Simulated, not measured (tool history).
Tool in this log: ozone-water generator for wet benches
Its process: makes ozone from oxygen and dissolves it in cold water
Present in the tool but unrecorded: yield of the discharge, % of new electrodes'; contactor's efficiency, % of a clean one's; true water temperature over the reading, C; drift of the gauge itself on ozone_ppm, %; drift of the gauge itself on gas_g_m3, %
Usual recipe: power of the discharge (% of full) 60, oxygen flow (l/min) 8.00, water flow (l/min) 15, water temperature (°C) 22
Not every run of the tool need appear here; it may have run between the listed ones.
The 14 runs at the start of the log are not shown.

run,hour,power of the discharge (% of full),oxygen flow (l/min),water flow (l/min),water temperature (°C),hours of work since the electrodes were changed,hours of work since the contactor was cleaned,hours of work since the thermometer was calibrated,dissolved ozone (ppm),ozone in the gas ahead of the water (g/m3)
# hour 1611.9: gauge calibrated
15,1656.2,60,8.00,15,22,5616,1073,827,21.9,158.1
16,1838.5,60,8.00,15,22,5734,1191,945,22.2,158.6
17,2011.4,60,8.00,15,22,5846,1303,1057,21.8,156.0
18,2139.6,60,8.00,11,22,5929,1386,1140,26.1,158.9
19,2314.6,60,12.69,16,22,6042,1499,1253,20.4,130.9
# hour 2467.5: electrodes of the discharge changed
20,2490.8,60,12.69,16,22,15,1609,1364,20.4,129.5
21,2594.8,60,8.00,13,19,82,1677,1431,25.8,156.1
22,2759.0,60,9.39,13,19,189,1783,1537,25.6,147.1
23,2929.3,60,9.39,13,19,299,1893,1648,25.3,148.5
24,3101.4,62,8.25,20,20,411,2005,1759,18.4,153.8
25,3210.2,60,8.00,15,16,481,2075,1830,24.5,155.2
26,3302.5,60,8.00,15,16,541,2135,1890,24.8,153.5
27,3465.1,54,4.97,10,16,646,2240,1995,30.5,173.0
28,3619.8,60,4.61,18,22,746,2341,2095,17.9,189.1
29,3787.6,60,4.16,12,14,855,2449,2204,28.9,196.6
30,3882.0,67,4.39,15,22,916,2510,2265,22.4,201.8
31,3970.7,67,4.39,15,22,974,2568,2322,22.6,203.0
# hour 3992.6: contactor cleaned
32,4147.5,74,12.83,18,24,1086,100,2434,20.0,140.7

Alternative continuations, all from the tool just after run 32; predict every row:
# hour 4164.4: gauge calibrated
A,4335.1,95,8.00,15,27,1207,222,2556,?,?
# hour 4164.4: gauge calibrated
B,4335.1,51,5.92,18,19,1207,222,2556,?,?
# hour 4164.4: gauge calibrated
C,4335.1,74,10.14,18,18,1207,222,2556,?,?

run,dissolved ozone (ppm),ozone in the gas ahead of the water (g/m3)
A,25.0,201.8
B,18.4,164.0
C,23.0,160.2
Without the tool's hidden state the same runs would have given:
run,dissolved ozone (ppm),ozone in the gas ahead of the water (g/m3)
A,25.0,202.5
B,18.4,164.5
C,23.1,160.8

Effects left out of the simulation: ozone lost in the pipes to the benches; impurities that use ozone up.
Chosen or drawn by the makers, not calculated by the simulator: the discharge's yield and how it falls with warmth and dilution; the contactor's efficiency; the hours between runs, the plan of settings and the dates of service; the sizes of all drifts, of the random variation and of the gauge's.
